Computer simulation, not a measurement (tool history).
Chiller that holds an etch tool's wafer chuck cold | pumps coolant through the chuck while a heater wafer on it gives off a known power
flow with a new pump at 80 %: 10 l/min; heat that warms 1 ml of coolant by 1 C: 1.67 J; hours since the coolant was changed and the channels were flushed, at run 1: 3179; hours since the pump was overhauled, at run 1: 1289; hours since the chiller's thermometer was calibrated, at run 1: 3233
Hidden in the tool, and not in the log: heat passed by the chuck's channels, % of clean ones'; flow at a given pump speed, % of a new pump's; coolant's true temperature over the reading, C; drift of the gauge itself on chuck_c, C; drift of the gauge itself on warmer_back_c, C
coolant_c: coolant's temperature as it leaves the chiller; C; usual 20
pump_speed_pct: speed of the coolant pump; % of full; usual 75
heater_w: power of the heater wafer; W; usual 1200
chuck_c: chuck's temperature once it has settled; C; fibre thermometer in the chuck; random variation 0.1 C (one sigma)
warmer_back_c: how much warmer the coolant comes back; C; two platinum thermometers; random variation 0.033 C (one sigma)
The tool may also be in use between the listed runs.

| run | day | coolant_c | pump_speed_pct | heater_w | hours since the coolant was changed and the channels were flushed | hours since the pump was overhauled | hours since the chiller's thermometer was calibrated | chuck_c | warmer_back_c |
|---|---|---|---|---|---|---|---|---|---|
| 1 | 0 | 20 | 75 | 1200 | 3179 | 1289 | 3233 | 40.4 | 4.88 |
| 2 | 0.804 | 20 | 75 | 1200 | 3198 | 1308 | 3252 | 40.4 | 4.89 |
| 3 | 2.396 | 20 | 61 | 1200 | 3236 | 1347 | 3291 | 43 | 6.16 |
| 4 | 3.371 | 20 | 75 | 1200 | 3260 | 1370 | 3314 | 40.4 | 4.91 |
| 5 | 4.65 | 20 | 75 | 1200 | 3290 | 1401 | 3345 | 40.9 | 4.9 |
| 6 | 5.379 | 20 | 91 | 1200 | 3308 | 1418 | 3362 | 38.6 | 3.93 |
| 7 | 6.375 | 20 | 91 | 1200 | 3332 | 1442 | 3386 | 38.6 | 3.93 |
| 8 | 7.088 | 20 | 91 | 1200 | 3349 | 1459 | 3403 | 38.8 | 3.93 |
| 9 | 8.467 | 20 | 91 | 1200 | 3382 | 1492 | 3436 | 38.7 | 3.97 |
| 10 | 9.65 | 20 | 91 | 1200 | 3410 | 1521 | 3465 | 38.8 | 3.96 |
| 11 | 11.271 | 20 | 91 | 1200 | 3449 | 1560 | 3504 | 38.8 | 4 |
| 12 | 12.588 | 20 | 91 | 1033 | 3481 | 1591 | 3535 | 36.2 | 3.43 |
| 13 | 13.746 | 20 | 75 | 1200 | 3509 | 1619 | 3563 | 41.1 | 4.94 |
| 14 | 15.338 | 20 | 75 | 1200 | 3547 | 1657 | 3601 | 41.2 | 4.97 |
| 15 | 16.55 | 30 | 75 | 1200 | 3576 | 1686 | 3630 | 51 | 4.98 |
| 16 | 18.104 | 30 | 75 | 1200 | 3613 | 1724 | 3668 | 51.2 | 4.98 |
| 17 | 19.496 | 14 | 65 | 1319 | 3647 | 1757 | 3701 | 39.2 | 6.36 |
| 18 | 20.825 | 14 | 65 | 1491 | 3679 | 1789 | 3733 | 42.4 | 7.33 |
| 19 | 21.529 | 20 | 75 | 699 | 3696 | 1806 | 3750 | 32.8 | 2.95 |
| 20 | 22.375 | 20 | 75 | 658 | 3716 | 1826 | 3770 | 32.2 | 2.72 |
|  | 22.512 | chiller's thermometer calibrated |
| 21 | 23.833 | 12 | 75 | 1159 | 3750 | 1860 | 32 | 31.7 | 4.85 |
| 22 | 25.475 | 12 | 75 | 1159 | 3789 | 1900 | 71 | 31.8 | 4.86 |
| 23 | 26.588 | 12 | 90 | 686 | 3816 | 1926 | 98 | 22.4 | 2.32 |
|  | 27.483 | coolant changed, channels flushed |
| 24 | 28.408 | 12 | 90 | 686 | 22 | 1964 | 135 | 20.8 | 2.34 |
| 25 | 29.696 | 12 | 90 | 686 | 53 | 1995 | 166 | 20.5 | 2.33 |
| 26 | 30.912 | 12 | 65 | 1751 | 82 | 2024 | 196 | 38.6 | 8.57 |
| 27 | 32.246 | 15 | 75 | 1200 | 114 | 2056 | 228 | 31.9 | 5.03 |
| 28 | 33.621 | 15 | 75 | 1200 | 147 | 2089 | 261 | 31.9 | 5.09 |
| 29 | 35.15 | 15 | 75 | 1200 | 184 | 2126 | 297 | 32.1 | 5.06 |
| 30 | 36.033 | 20 | 90 | 1614 | 205 | 2147 | 319 | 40.5 | 5.55 |
| 31 | 37.512 | 20 | 90 | 1614 | 241 | 2183 | 354 | 40.7 | 5.53 |
| 32 | 38.517 | 20 | 75 | 1668 | 265 | 2207 | 378 | 43.7 | 6.99 |

4 ways to go on from here, each from the tool as it stands after run 32. What would each give?
| A | 39.892 | 13 | 62 | 1543 | 298 | 2240 | 411 | ? | ? |
| B | 39.892 | 20 | 75 | 1166 | 298 | 2240 | 411 | ? | ? |
| C | 39.892 | 20 | 75 | 1573 | 298 | 2240 | 411 | ? | ? |
| D | 39.892 | 14 | 88 | 1200 | 298 | 2240 | 411 | ? | ? |

| run | chuck_c | warmer_back_c |
|---|---|---|
| A | 37.6 | 8.06 |
| B | 36.7 | 4.92 |
| C | 42.5 | 6.65 |
| D | 29.7 | 4.29 |
Without the tool's hidden state the same runs would have given:
| run | chuck_c | warmer_back_c |
|---|---|---|
| A | 36.1 | 7.36 |
| B | 35.7 | 4.49 |
| C | 41.1 | 6.07 |
| D | 28.7 | 3.92 |
